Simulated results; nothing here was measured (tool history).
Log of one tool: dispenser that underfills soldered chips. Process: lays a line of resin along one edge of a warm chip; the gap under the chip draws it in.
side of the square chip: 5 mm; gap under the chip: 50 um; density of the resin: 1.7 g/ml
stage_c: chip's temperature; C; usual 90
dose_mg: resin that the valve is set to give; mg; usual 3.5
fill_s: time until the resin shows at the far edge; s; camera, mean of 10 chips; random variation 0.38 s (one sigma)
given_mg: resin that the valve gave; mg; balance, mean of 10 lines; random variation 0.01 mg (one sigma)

{"run": 1, "hour": 0.0, "stage_c": 90, "dose_mg": 3.5, "fill_s": 29, "given_mg": 3.46}
{"run": 2, "hour": 8.1, "stage_c": 90, "dose_mg": 3.5, "fill_s": 44.9, "given_mg": 3.43}
{"hour": 9.4, "done": "new syringe of resin"}
{"run": 3, "hour": 18.0, "stage_c": 90, "dose_mg": 3.5, "fill_s": 39.5, "given_mg": 3.43}
{"hour": 22.1, "done": "new syringe of resin"}
{"run": 4, "hour": 25.2, "stage_c": 90, "dose_mg": 3.42, "fill_s": 29.2, "given_mg": 3.35}
{"hour": 34.5, "done": "new syringe of resin"}
{"run": 5, "hour": 38.9, "stage_c": 90, "dose_mg": 3.72, "fill_s": 31.3, "given_mg": 3.61}
{"hour": 46.4, "done": "new syringe of resin"}
{"hour": 48.5, "done": "dispensing valve cleaned and set on the balance"}
{"run": 6, "hour": 48.5, "stage_c": 90, "dose_mg": 3.72, "fill_s": 25.9, "given_mg": 3.7}
{"hour": 60.2, "done": "new syringe of resin"}
{"run": 7, "hour": 60.2, "stage_c": 90, "dose_mg": 3.36, "fill_s": 24.8, "given_mg": 3.34}
{"hour": 72.4, "done": "new syringe of resin"}
{"run": 8, "hour": 72.4, "stage_c": 77, "dose_mg": 3.5, "fill_s": 40.9, "given_mg": 3.43}
{"run": 9, "hour": 80.7, "stage_c": 77, "dose_mg": 3.5, "fill_s": 64.8, "given_mg": 3.43}
{"hour": 84.6, "done": "new syringe of resin"}
{"run": 10, "hour": 91.7, "stage_c": 77, "dose_mg": 3.5, "fill_s": 60.3, "given_mg": 3.43}
{"hour": 97.2, "done": "new syringe of resin"}
{"run": 11, "hour": 102.2, "stage_c": 90, "dose_mg": 3.91, "fill_s": 33.7, "given_mg": 3.79}
{"hour": 109.9, "done": "new syringe of resin"}
{"hour": 115.0, "done": "dispensing valve cleaned and set on the balance"}
{"run": 12, "hour": 115.0, "stage_c": 90, "dose_mg": 3.91, "fill_s": 31.7, "given_mg": 3.93}
{"hour": 123.5, "done": "new syringe of resin"}
{"run": 13, "hour": 127.7, "stage_c": 90, "dose_mg": 3.71, "fill_s": 31.1, "given_mg": 3.71}
{"hour": 136.3, "done": "new syringe of resin"}
{"run": 14, "hour": 136.3, "stage_c": 90, "dose_mg": 4.34, "fill_s": 24.5, "given_mg": 4.31}
{"run": 15, "hour": 145.8, "stage_c": 90, "dose_mg": 4.34, "fill_s": 41.3, "given_mg": 4.28}
{"hour": 148.7, "done": "new syringe of resin"}
{"run": 16, "hour": 159.1, "stage_c": 90, "dose_mg": 4.34, "fill_s": 43.4, "given_mg": 4.26}
{"hour": 161.5, "done": "new syringe of resin"}
{"run": 17, "hour": 169.1, "stage_c": 90, "dose_mg": 3.5, "fill_s": 37.4, "given_mg": 3.42}
{"hour": 174.4, "done": "new syringe of resin"}
{"hour": 182.0, "done": "dispensing valve cleaned and set on the balance"}
{"run": 18, "hour": 182.2, "stage_c": 75, "dose_mg": 4.26, "fill_s": 63.4, "given_mg": 4.26}
{"hour": 187.7, "done": "new syringe of resin"}
{"run": 19, "hour": 193.0, "stage_c": 82, "dose_mg": 4.44, "fill_s": 45.7, "given_mg": 4.42}
{"hour": 200.0, "done": "new syringe of resin"}
{"run": 20, "hour": 201.2, "stage_c": 101, "dose_mg": 4.32, "fill_s": 17.8, "given_mg": 4.29}
{"run": 21, "hour": 207.9, "stage_c": 98, "dose_mg": 4.49, "fill_s": 27.8, "given_mg": 4.43}
{"hour": 212.0, "done": "new syringe of resin"}
{"run": 22, "hour": 217.7, "stage_c": 93, "dose_mg": 3.7, "fill_s": 30.1, "given_mg": 3.64}
{"hour": 224.0, "done": "new syringe of resin"}
{"run": 23, "hour": 229.3, "stage_c": 89, "dose_mg": 3.61, "fill_s": 33.9, "given_mg": 3.51}
{"run": 24, "hour": 235.1, "stage_c": 90, "dose_mg": 3.35, "fill_s": 45.9, "given_mg": 3.26}
{"hour": 236.4, "done": "new syringe of resin"}
{"hour": 248.3, "done": "dispensing valve cleaned and set on the balance"}
{"hour": 249.3, "done": "new syringe of resin"}
{"run": 25, "hour": 249.3, "stage_c": 78, "dose_mg": 3.08, "fill_s": 41.3, "given_mg": 3.08}
{"run": 26, "hour": 256.2, "stage_c": 78, "dose_mg": 3.08, "fill_s": 58.4, "given_mg": 3.06}
{"hour": 262.3, "done": "new syringe of resin"}
{"run": 27, "hour": 269.2, "stage_c": 78, "dose_mg": 3.08, "fill_s": 60.6, "given_mg": 3.05}
{"hour": 275.2, "done": "new syringe of resin"}
{"run": 28, "hour": 277.1, "stage_c": 90, "dose_mg": 3.5, "fill_s": 27.8, "given_mg": 3.45}
{"run": 29, "hour": 283.5, "stage_c": 88, "dose_mg": 4.12, "fill_s": 42, "given_mg": 4.07}
{"hour": 287.6, "done": "new syringe of resin"}
{"run": 30, "hour": 291.0, "stage_c": 88, "dose_mg": 4.12, "fill_s": 32.1, "given_mg": 4.03}
{"hour": 300.0, "done": "new syringe of resin"}
{"run": 31, "hour": 300.7, "stage_c": 88, "dose_mg": 4.12, "fill_s": 28.4, "given_mg": 3.99}
{"run": 32, "hour": 306.3, "stage_c": 88, "dose_mg": 4.12, "fill_s": 37.9, "given_mg": 4}
{"hour": 312.4, "done": "new syringe of resin"}
{"hour": 315.8, "done": "dispensing valve cleaned and set on the balance"}
{"run": 33, "hour": 316.9, "stage_c": 88, "dose_mg": 4.12, "fill_s": 32.4, "given_mg": 4.11}

5 ways to go on from here, each from the tool as it stands after run 33. What would each give?
{"hour": 326.2, "done": "new syringe of resin"}
{"run": "A", "hour": 330.4, "stage_c": 102, "dose_mg": 3.17, "fill_s": "?", "given_mg": "?"}
{"hour": 326.2, "done": "new syringe of resin"}
{"run": "B", "hour": 330.4, "stage_c": 86, "dose_mg": 3.5, "fill_s": "?", "given_mg": "?"}
{"hour": 326.2, "done": "new syringe of resin"}
{"run": "C", "hour": 330.4, "stage_c": 78, "dose_mg": 3.65, "fill_s": "?", "given_mg": "?"}
{"hour": 326.2, "done": "new syringe of resin"}
{"run": "D", "hour": 330.4, "stage_c": 88, "dose_mg": 3.57, "fill_s": "?", "given_mg": "?"}
{"hour": 326.2, "done": "new syringe of resin"}
{"run": "E", "hour": 330.4, "stage_c": 90, "dose_mg": 3.66, "fill_s": "?", "given_mg": "?"}

run=A fill_s=21.5 given_mg=3.14
run=B fill_s=37.3 given_mg=3.46
run=C fill_s=51.3 given_mg=3.61
run=D fill_s=34.7 given_mg=3.52
run=E fill_s=32.2 given_mg=3.61
Without the tool's hidden state the same runs would have given:
run=A fill_s=16.1 given_mg=3.18
run=B fill_s=27.5 given_mg=3.5
run=C fill_s=37.7 given_mg=3.65
run=D fill_s=25.7 given_mg=3.56
run=E fill_s=23.9 given_mg=3.65
